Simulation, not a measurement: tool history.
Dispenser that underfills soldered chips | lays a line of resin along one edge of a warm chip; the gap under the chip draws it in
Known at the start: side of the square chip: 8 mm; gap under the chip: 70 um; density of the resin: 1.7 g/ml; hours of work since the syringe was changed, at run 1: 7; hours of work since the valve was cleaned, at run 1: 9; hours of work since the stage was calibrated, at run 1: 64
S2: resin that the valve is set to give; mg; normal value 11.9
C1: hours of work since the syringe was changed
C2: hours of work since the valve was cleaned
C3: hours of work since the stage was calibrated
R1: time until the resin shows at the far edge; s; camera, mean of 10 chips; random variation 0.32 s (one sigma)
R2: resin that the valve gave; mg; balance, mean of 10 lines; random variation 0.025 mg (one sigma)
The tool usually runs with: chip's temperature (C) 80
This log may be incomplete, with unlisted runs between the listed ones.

Run 1, hour 0.0: usual settings; C1 7; C2 9; C3 64. Result: R1 21.1 s, R2 11.81 mg.
At hour 3.7: new syringe of resin.
Run 2, hour 4.4: usual settings but S2 13.7 mg; C1 1; C2 12; C3 67. Result: R1 12.4 s, R2 13.62 mg.
Run 3, hour 6.8: usual settings but chip's temperature (C) 84, S2 13.7 mg; C1 2; C2 14; C3 68. Result: R1 12.2 s, R2 13.59 mg.
Run 4, hour 10.8: usual settings but chip's temperature (C) 84, S2 13.7 mg; C1 5; C2 17; C3 72. Result: R1 15.7 s, R2 13.55 mg.
Run 5, hour 14.1: usual settings but chip's temperature (C) 84, S2 13.7 mg; C1 8; C2 19; C3 74. Result: R1 20.0 s, R2 13.49 mg.
At hour 16.0: new syringe of resin.
Run 6, hour 17.2: usual settings but chip's temperature (C) 84, S2 13.7 mg; C1 1; C2 21; C3 76. Result: R1 10.6 s, R2 13.51 mg.
Run 7, hour 20.6: usual settings but chip's temperature (C) 85; C1 4; C2 24; C3 79. Result: R1 13.8 s, R2 11.75 mg.
Run 8, hour 23.4: usual settings but chip's temperature (C) 85; C1 6; C2 26; C3 81. Result: R1 16.1 s, R2 11.71 mg.
Run 9, hour 27.4: usual settings but chip's temperature (C) 85; C1 9; C2 29; C3 84. Result: R1 20.6 s, R2 11.67 mg.
At hour 28.5: new syringe of resin.
Run 10, hour 31.0: usual settings but chip's temperature (C) 73; C1 2; C2 32; C3 86. Result: R1 18.8 s, R2 11.64 mg.
Run 11, hour 34.0: usual settings but chip's temperature (C) 73; C1 4; C2 34; C3 89. Result: R1 22.3 s, R2 11.65 mg.
Run 12, hour 36.7: usual settings but chip's temperature (C) 73; C1 6; C2 36; C3 91. Result: R1 27.4 s, R2 11.61 mg.
Run 13, hour 39.7: usual settings but chip's temperature (C) 73; C1 9; C2 38; C3 93. Result: R1 32.9 s, R2 11.61 mg.
At hour 40.8: new syringe of resin.
Run 14, hour 44.5: usual settings but chip's temperature (C) 75; C1 3; C2 42; C3 97. Result: R1 18.2 s, R2 11.62 mg.
Run 15, hour 47.7: usual settings but chip's temperature (C) 75, S2 11.1 mg; C1 5; C2 44; C3 99. Result: R1 23.2 s, R2 10.81 mg.
Run 16, hour 51.7: usual settings but chip's temperature (C) 85, S2 12.1 mg; C1 8; C2 47; C3 102. Result: R1 20.4 s, R2 11.74 mg.
At hour 53.1: new syringe of resin.
Run 17, hour 54.7: usual settings but S2 14.9 mg; C1 1; C2 49; C3 104. Result: R1 12.7 s, R2 14.53 mg.
Run 18, hour 59.1: usual settings but chip's temperature (C) 83, S2 12.2 mg; C1 5; C2 53; C3 107. Result: R1 15.1 s, R2 11.86 mg.
Run 19, hour 63.1: usual settings but chip's temperature (C) 76; C1 8; C2 56; C3 110. Result: R1 25.8 s, R2 11.54 mg.
At hour 65.6: new syringe of resin.
Run 20, hour 66.6: usual settings but chip's temperature (C) 79, S2 10.7 mg; C1 1; C2 58; C3 113. Result: R1 13.4 s, R2 10.36 mg.
Run 21, hour 68.9: usual settings but chip's temperature (C) 84, S2 13.2 mg; C1 3; C2 60; C3 115. Result: R1 13.1 s, R2 12.77 mg.
Run 22, hour 72.9: usual settings but chip's temperature (C) 84, S2 13.2 mg; C1 6; C2 63; C3 118. Result: R1 16.2 s, R2 12.74 mg.
Run 23, hour 77.4: usual settings but chip's temperature (C) 84, S2 13.2 mg; C1 9; C2 66; C3 121. Result: R1 22.0 s, R2 12.72 mg.
At hour 77.9: new syringe of resin.
Run 24, hour 81.6: usual settings but chip's temperature (C) 71, S2 12.1 mg; C1 3; C2 69; C3 124. Result: R1 22.5 s, R2 11.63 mg.
Run 25, hour 84.9: usual settings but chip's temperature (C) 67, S2 11.8 mg; C1 5; C2 72; C3 127. Result: R1 33.0 s, R2 11.34 mg.

Each row is a separate what-if for the run after 25, all from the same tool condition, not one after another. Results?
Run A, hour 89.0: usual settings but chip's temperature (C) 89, S2 11.0 mg; C1 8; C2 75; C3 130. Result: R1 ?, R2 ?.
Run B, hour 89.0: usual settings but chip's temperature (C) 65, S2 11.1 mg; C1 8; C2 75; C3 130. Result: R1 ?, R2 ?.
Run C, hour 89.0: usual settings but chip's temperature (C) 70, S2 12.1 mg; C1 8; C2 75; C3 130. Result: R1 ?, R2 ?.
Run D, hour 89.0: usual settings but chip's temperature (C) 82, S2 11.2 mg; C1 8; C2 75; C3 130. Result: R1 ?, R2 ?.
Run E, hour 89.0: usual settings but chip's temperature (C) 88, S2 10.6 mg; C1 8; C2 75; C3 130. Result: R1 ?, R2 ?.

run    R1     R2
  A  18.1  10.62
  B  47.0  10.62
  C  36.7  11.57
  D  23.0  10.71
  E  18.6  10.18
With no hidden state in the tool, these same runs would have given:
run    R1     R2
  A   8.5  11.08
  B  21.9  11.08
  C  17.0  12.07
  D  10.7  11.17
  E   8.7  10.62

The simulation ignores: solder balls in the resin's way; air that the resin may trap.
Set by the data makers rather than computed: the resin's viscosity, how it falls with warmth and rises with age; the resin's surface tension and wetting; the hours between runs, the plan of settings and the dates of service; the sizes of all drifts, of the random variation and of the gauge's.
